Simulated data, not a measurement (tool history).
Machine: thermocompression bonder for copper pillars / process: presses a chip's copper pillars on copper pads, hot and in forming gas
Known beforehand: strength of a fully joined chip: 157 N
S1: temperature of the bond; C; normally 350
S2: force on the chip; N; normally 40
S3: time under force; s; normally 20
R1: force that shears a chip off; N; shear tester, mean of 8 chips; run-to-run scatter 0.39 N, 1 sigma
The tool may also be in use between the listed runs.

run     day   S1  S2  S3     R1
  1       0  350  40  20   91.4
  2   0.838  350  40  20   89.9
  3   1.271  350  40  20   90.3
  4   2.029  350  26  20   60.8
  5   2.912  350  26  20   61.1
  6   3.542  350  26  13   51.5
  7   4.425  350  40  20   89.4
  8   4.938  350  40  20   89.1
  9   5.442  350  40  20     89
      5.588  -- forming gas filter changed
 10   6.304  350  40  20   94.1
 11   7.025  350  40  20   94.4
 12   7.404  350  40  20   93.4
 13   8.154  350  40  20   93.1
 14   8.746  373  40  20  112.8
 15   9.571  370  46  26  125.7
 16   9.992  361  46  26  118.7
 17  10.429  361  46  26  119.1
 18  11.304  348  32  20   73.5
 19  11.717  348  32  20   74.2
 20  12.512  348  32  20   74.1
 21  12.938  333  37  13   60.4
 22  13.462  333  37  13   59.9
 23  14.242  341  37  30   88.5
 24  14.654  374  30  48  113.6
 25  15.183  351  40  20   91.2
 26  15.833  351  40  20   91.2

For some of the steps in R1 from one run to the next: how much would appear even if the tool had no hidden state, given the settings, what came in and random variation, and how much remains for the hidden state plus any gauge scatter that the measured result and the result without hidden state don't share?
The tool's hidden condition here consists of: true temperature of the bond over the reading, C; force that reaches the chip, % of what is set; oxide that the forming gas leaves, % of the face; drift of the gauge itself on shear_n, %.
Run 6 -> 7: S2 26 -> 40, S3 13 -> 20. R1 +37.9 N: hidden state -2.6, all else +40.5.
Run 9 -> 10: forming gas filter changed. R1 +5.1 N: hidden state +5.3, all else -0.2.
Run 17 -> 18: S1 361 -> 348, S2 46 -> 32, S3 26 -> 20. R1 -45.6 N: hidden state +0.7, all else -46.3.
